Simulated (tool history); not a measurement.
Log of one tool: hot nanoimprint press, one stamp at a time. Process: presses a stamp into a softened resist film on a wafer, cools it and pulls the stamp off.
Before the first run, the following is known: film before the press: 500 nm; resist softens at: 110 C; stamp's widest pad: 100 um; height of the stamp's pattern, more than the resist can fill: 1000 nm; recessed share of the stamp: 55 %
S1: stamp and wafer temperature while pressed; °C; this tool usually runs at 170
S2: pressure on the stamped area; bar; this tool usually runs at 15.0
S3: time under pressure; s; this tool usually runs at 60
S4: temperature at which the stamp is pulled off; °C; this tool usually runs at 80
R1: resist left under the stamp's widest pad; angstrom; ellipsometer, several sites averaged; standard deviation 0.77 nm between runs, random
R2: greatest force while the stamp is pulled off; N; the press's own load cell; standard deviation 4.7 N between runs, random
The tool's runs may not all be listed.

| run | day | S1 | S2 | S3 | S4 | R1 | R2 |
|---|---|---|---|---|---|---|---|
| 1 | 0.000 | 170 | 15.0 | 60 | 80 | 2044 | 233 |
| 2 | 0.879 | 170 | 15.0 | 60 | 80 | 2044 | 226 |
| 3 | 2.425 | 170 | 15.0 | 60 | 80 | 2044 | 229 |
| 4 | 3.283 | 170 | 15.0 | 60 | 80 | 2049 | 237 |
| 5 | 3.962 | 170 | 15.0 | 60 | 80 | 2048 | 229 |
| 6 | 5.492 | 170 | 15.0 | 60 | 80 | 2037 | 226 |
| 7 | 6.421 | 170 | 15.0 | 60 | 80 | 2050 | 231 |
| 8 | 7.342 | 170 | 15.0 | 60 | 80 | 2059 | 236 |
| 9 | 9.021 | 170 | 15.0 | 60 | 80 | 2043 | 228 |
|  | 10.121 | plate thermocouple calibrated |
| 10 | 10.704 | 170 | 15.0 | 60 | 80 | 2032 | 240 |
| 11 | 11.404 | 170 | 15.0 | 60 | 80 | 2050 | 231 |
|  | 12.158 | stamp cleaned and given a new release coat |
| 12 | 13.233 | 170 | 15.0 | 60 | 80 | 2050 | 225 |
| 13 | 14.229 | 170 | 15.0 | 60 | 80 | 2042 | 229 |
| 14 | 15.479 | 170 | 15.0 | 60 | 80 | 2048 | 232 |
| 15 | 16.896 | 170 | 10.6 | 60 | 79 | 2372 | 237 |
| 16 | 18.454 | 170 | 10.6 | 60 | 79 | 2364 | 227 |
| 17 | 19.354 | 160 | 18.6 | 60 | 79 | 2784 | 233 |
| 18 | 20.638 | 170 | 17.0 | 60 | 80 | 1942 | 242 |
| 19 | 22.088 | 170 | 15.0 | 94 | 83 | 1683 | 217 |
| 20 | 23.675 | 178 | 15.0 | 57 | 83 | 1526 | 218 |
| 21 | 25.088 | 175 | 9.5 | 76 | 67 | 1877 | 291 |
| 22 | 26.404 | 163 | 23.6 | 47 | 67 | 2493 | 295 |
| 23 | 27.862 | 168 | 15.0 | 95 | 75 | 1819 | 258 |
| 24 | 29.446 | 164 | 15.4 | 32 | 84 | 3177 | 214 |
| 25 | 30.896 | 158 | 18.7 | 62 | 86 | 2999 | 217 |

4 options for the next run, each taken on its own from the tool as it stands now. Forecast them:
| A | 31.592 | 158 | 15.4 | 62 | 86 | ? | ? |
| B | 31.592 | 170 | 11.3 | 105 | 69 | ? | ? |
| C | 31.592 | 170 | 15.0 | 72 | 80 | ? | ? |
| D | 31.592 | 159 | 15.0 | 74 | 83 | ? | ? |

| run | R1 | R2 |
|---|---|---|
| A | 3177 | 204 |
| B | 1838 | 276 |
| C | 1901 | 229 |
| D | 2933 | 215 |
Take away the tool's hidden state, keep each run's random variation, and the runs would have read:
| run | R1 | R2 |
|---|---|---|
| A | 3178 | 201 |
| B | 1839 | 272 |
| C | 1902 | 226 |
| D | 2935 | 213 |

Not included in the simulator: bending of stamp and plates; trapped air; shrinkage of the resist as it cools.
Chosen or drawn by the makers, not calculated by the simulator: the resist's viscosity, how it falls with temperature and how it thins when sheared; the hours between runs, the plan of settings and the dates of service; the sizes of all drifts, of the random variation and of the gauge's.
